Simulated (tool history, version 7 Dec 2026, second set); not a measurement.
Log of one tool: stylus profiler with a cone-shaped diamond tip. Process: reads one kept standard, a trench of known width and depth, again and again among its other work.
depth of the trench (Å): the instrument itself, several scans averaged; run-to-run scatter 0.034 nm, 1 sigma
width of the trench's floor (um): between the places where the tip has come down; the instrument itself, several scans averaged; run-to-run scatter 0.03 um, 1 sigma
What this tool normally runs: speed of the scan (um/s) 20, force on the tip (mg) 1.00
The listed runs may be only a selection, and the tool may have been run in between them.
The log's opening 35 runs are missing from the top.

run,hour,speed of the scan (um/s),force on the tip (mg),scans with this tip,hours of work since the height scale was calibrated,depth of the trench (Å),width of the trench's floor (um)
36,567.4,69,2.14,7598,83,5060.6,95.38
37,581.6,12,0.81,7725,92,5033.5,95.54
38,596.5,8,0.95,7858,102,5036.6,95.51
39,607.7,60,1.00,7959,109,5037.3,95.24
40,617.6,7,1.18,8048,116,5041.9,95.48
41,632.1,7,1.18,8178,125,5042.0,95.46
42,645.1,40,0.52,8295,134,5025.2,95.25
43,666.2,22,2.73,8484,147,5071.8,95.34
44,674.9,10,2.73,8562,153,5072.1,95.37

Forecast each of these 4 alternatives for the next run:
A,696.4,47,0.55,8755,167,?,?
B,696.4,10,0.52,8755,167,?,?
C,696.4,6,0.64,8755,167,?,?
D,696.4,35,0.44,8755,167,?,?

run,depth of the trench (Å),width of the trench's floor (um)
A,5026.3,95.10
B,5025.7,95.34
C,5028.9,95.40
D,5023.1,95.15
Take away the tool's hidden state, keep each run's random variation, and the runs would have read:
run,depth of the trench (Å),width of the trench's floor (um)
A,5023.3,96.69
B,5022.7,96.93
C,5025.9,96.99
D,5020.1,96.75

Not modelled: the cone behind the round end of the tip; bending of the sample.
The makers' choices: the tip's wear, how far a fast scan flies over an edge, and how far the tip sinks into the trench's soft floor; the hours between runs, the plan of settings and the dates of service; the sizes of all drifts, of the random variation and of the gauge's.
